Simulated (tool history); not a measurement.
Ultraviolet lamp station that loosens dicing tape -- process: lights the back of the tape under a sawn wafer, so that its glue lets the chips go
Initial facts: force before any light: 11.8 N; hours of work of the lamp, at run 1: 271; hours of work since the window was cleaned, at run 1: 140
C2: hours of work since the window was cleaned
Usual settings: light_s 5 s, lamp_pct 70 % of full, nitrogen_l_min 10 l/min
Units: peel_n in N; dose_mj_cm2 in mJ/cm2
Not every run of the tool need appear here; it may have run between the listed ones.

run 1 hour=0.0 | light_s=5 lamp_pct=70 nitrogen_l_min=10 | hours_of_work_of_the_lamp=271 C2=140 | peel_n=0.844 dose_mj_cm2=240
run 2 hour=9.3 | light_s=5 lamp_pct=70 nitrogen_l_min=10 | hours_of_work_of_the_lamp=278 C2=147 | peel_n=0.866 dose_mj_cm2=240
run 3 hour=16.8 | light_s=5 lamp_pct=70 nitrogen_l_min=10 | hours_of_work_of_the_lamp=284 C2=153 | peel_n=0.862 dose_mj_cm2=238
run 4 hour=25.5 | light_s=5 lamp_pct=70 nitrogen_l_min=4 | hours_of_work_of_the_lamp=291 C2=160 | peel_n=1.799 dose_mj_cm2=239
run 5 hour=30.8 | light_s=5 lamp_pct=70 nitrogen_l_min=4 | hours_of_work_of_the_lamp=295 C2=164 | peel_n=1.772 dose_mj_cm2=240
run 6 hour=36.1 | light_s=5 lamp_pct=70 nitrogen_l_min=7 | hours_of_work_of_the_lamp=299 C2=168 | peel_n=1.175 dose_mj_cm2=245
run 7 hour=41.0 | light_s=5 lamp_pct=70 nitrogen_l_min=7 | hours_of_work_of_the_lamp=303 C2=172 | peel_n=1.110 dose_mj_cm2=238
run 8 hour=47.0 | light_s=5 lamp_pct=70 nitrogen_l_min=7 | hours_of_work_of_the_lamp=308 C2=177 | peel_n=1.145 dose_mj_cm2=239
run 9 hour=54.2 | light_s=5 lamp_pct=70 nitrogen_l_min=7 | hours_of_work_of_the_lamp=313 C2=182 | peel_n=1.178 dose_mj_cm2=234
run 10 hour=62.2 | light_s=5 lamp_pct=70 nitrogen_l_min=7 | hours_of_work_of_the_lamp=319 C2=188 | peel_n=1.183 dose_mj_cm2=232
-- hour=63.3 window cleaned of glue's vapour
run 11 hour=71.7 | light_s=9 lamp_pct=70 nitrogen_l_min=10 | hours_of_work_of_the_lamp=326 C2=7 | peel_n=0.235 dose_mj_cm2=417
run 12 hour=79.2 | light_s=5 lamp_pct=70 nitrogen_l_min=10 | hours_of_work_of_the_lamp=332 C2=12 | peel_n=0.942 dose_mj_cm2=232
run 13 hour=84.3 | light_s=6 lamp_pct=70 nitrogen_l_min=10 | hours_of_work_of_the_lamp=336 C2=16 | peel_n=0.583 dose_mj_cm2=276
run 14 hour=93.3 | light_s=4 lamp_pct=70 nitrogen_l_min=10 | hours_of_work_of_the_lamp=343 C2=23 | peel_n=1.489 dose_mj_cm2=186
run 15 hour=99.8 | light_s=5 lamp_pct=70 nitrogen_l_min=10 | hours_of_work_of_the_lamp=348 C2=28 | peel_n=0.961 dose_mj_cm2=231
-- hour=104.1 window cleaned of glue's vapour, once more
run 16 hour=108.1 | light_s=5 lamp_pct=70 nitrogen_l_min=10 | hours_of_work_of_the_lamp=354 C2=3 | peel_n=0.872 dose_mj_cm2=237
run 17 hour=112.0 | light_s=5 lamp_pct=70 nitrogen_l_min=4 | hours_of_work_of_the_lamp=357 C2=6 | peel_n=1.843 dose_mj_cm2=240
run 18 hour=119.7 | light_s=5 lamp_pct=83 nitrogen_l_min=4 | hours_of_work_of_the_lamp=363 C2=12 | peel_n=1.298 dose_mj_cm2=282
run 19 hour=124.3 | light_s=5 lamp_pct=83 nitrogen_l_min=4 | hours_of_work_of_the_lamp=367 C2=16 | peel_n=1.304 dose_mj_cm2=278
run 20 hour=130.5 | light_s=5 lamp_pct=83 nitrogen_l_min=4 | hours_of_work_of_the_lamp=372 C2=20 | peel_n=1.290 dose_mj_cm2=281
run 21 hour=135.0 | light_s=5 lamp_pct=83 nitrogen_l_min=4 | hours_of_work_of_the_lamp=375 C2=24 | peel_n=1.299 dose_mj_cm2=275
run 22 hour=142.6 | light_s=5 lamp_pct=83 nitrogen_l_min=4 | hours_of_work_of_the_lamp=381 C2=30 | peel_n=1.297 dose_mj_cm2=278
run 23 hour=149.2 | light_s=4 lamp_pct=64 nitrogen_l_min=6 | hours_of_work_of_the_lamp=386 C2=35 | peel_n=2.307 dose_mj_cm2=172
run 24 hour=153.5 | light_s=8 lamp_pct=66 nitrogen_l_min=6 | hours_of_work_of_the_lamp=389 C2=38 | peel_n=0.531 dose_mj_cm2=356
run 25 hour=161.2 | light_s=2 lamp_pct=70 nitrogen_l_min=10 | hours_of_work_of_the_lamp=395 C2=44 | peel_n=4.244 dose_mj_cm2=93
run 26 hour=167.3 | light_s=5 lamp_pct=93 nitrogen_l_min=20 | hours_of_work_of_the_lamp=400 C2=49 | peel_n=0.275 dose_mj_cm2=315
run 27 hour=175.1 | light_s=5 lamp_pct=80 nitrogen_l_min=9 | hours_of_work_of_the_lamp=406 C2=55 | peel_n=0.758 dose_mj_cm2=264
run 28 hour=179.9 | light_s=5 lamp_pct=80 nitrogen_l_min=9 | hours_of_work_of_the_lamp=410 C2=59 | peel_n=0.733 dose_mj_cm2=263
run 29 hour=185.2 | light_s=5 lamp_pct=80 nitrogen_l_min=9 | hours_of_work_of_the_lamp=414 C2=63 | peel_n=0.751 dose_mj_cm2=267
run 30 hour=190.7 | light_s=6 lamp_pct=82 nitrogen_l_min=12 | hours_of_work_of_the_lamp=418 C2=67 | peel_n=0.351 dose_mj_cm2=326
run 31 hour=199.0 | light_s=6 lamp_pct=99 nitrogen_l_min=4 | hours_of_work_of_the_lamp=425 C2=74 | peel_n=0.596 dose_mj_cm2=394
run 32 hour=207.5 | light_s=5 lamp_pct=90 nitrogen_l_min=10 | hours_of_work_of_the_lamp=431 C2=80 | peel_n=0.521 dose_mj_cm2=291
run 33 hour=216.4 | light_s=5 lamp_pct=90 nitrogen_l_min=10 | hours_of_work_of_the_lamp=438 C2=87 | peel_n=0.501 dose_mj_cm2=293
run 34 hour=225.3 | light_s=4 lamp_pct=81 nitrogen_l_min=9 | hours_of_work_of_the_lamp=445 C2=94 | peel_n=1.196 dose_mj_cm2=213
run 35 hour=231.3 | light_s=5 lamp_pct=89 nitrogen_l_min=4 | hours_of_work_of_the_lamp=450 C2=99 | peel_n=1.176 dose_mj_cm2=294
run 36 hour=237.8 | light_s=5 lamp_pct=89 nitrogen_l_min=4 | hours_of_work_of_the_lamp=455 C2=104 | peel_n=1.184 dose_mj_cm2=294

The same runs without the tool's hidden state, with the same run-to-run variation:
The hidden state here: lamp's light, % of a new lamp's; light that the window lets through, % of a clean one's; drift of the gauge itself on peel_n, %; drift of the gauge itself on dose_mj_cm2, %.
run=1 peel_n=0.663 dose_mj_cm2=266
run=2 peel_n=0.678 dose_mj_cm2=266
run=3 peel_n=0.669 dose_mj_cm2=264
run=4 peel_n=1.468 dose_mj_cm2=266
run=5 peel_n=1.442 dose_mj_cm2=268
run=6 peel_n=0.917 dose_mj_cm2=273
run=7 peel_n=0.864 dose_mj_cm2=266
run=8 peel_n=0.889 dose_mj_cm2=268
run=9 peel_n=0.911 dose_mj_cm2=263
run=10 peel_n=0.911 dose_mj_cm2=262
run=11 peel_n=0.189 dose_mj_cm2=475
run=12 peel_n=0.686 dose_mj_cm2=265
run=13 peel_n=0.416 dose_mj_cm2=316
run=14 peel_n=1.126 dose_mj_cm2=213
run=15 peel_n=0.692 dose_mj_cm2=266
run=16 peel_n=0.671 dose_mj_cm2=265
run=17 peel_n=1.498 dose_mj_cm2=267
run=18 peel_n=1.020 dose_mj_cm2=316
run=19 peel_n=1.022 dose_mj_cm2=311
run=20 peel_n=1.005 dose_mj_cm2=315
run=21 peel_n=1.009 dose_mj_cm2=310
run=22 peel_n=1.004 dose_mj_cm2=313
run=23 peel_n=1.890 dose_mj_cm2=194
run=24 peel_n=0.388 dose_mj_cm2=402
run=25 peel_n=3.692 dose_mj_cm2=106
run=26 peel_n=0.211 dose_mj_cm2=357
run=27 peel_n=0.548 dose_mj_cm2=301
run=28 peel_n=0.529 dose_mj_cm2=300
run=29 peel_n=0.540 dose_mj_cm2=305
run=30 peel_n=0.257 dose_mj_cm2=373
run=31 peel_n=0.421 dose_mj_cm2=451
run=32 peel_n=0.366 dose_mj_cm2=335
run=33 peel_n=0.351 dose_mj_cm2=338
run=34 peel_n=0.866 dose_mj_cm2=246
run=35 peel_n=0.845 dose_mj_cm2=340
run=36 peel_n=0.848 dose_mj_cm2=341
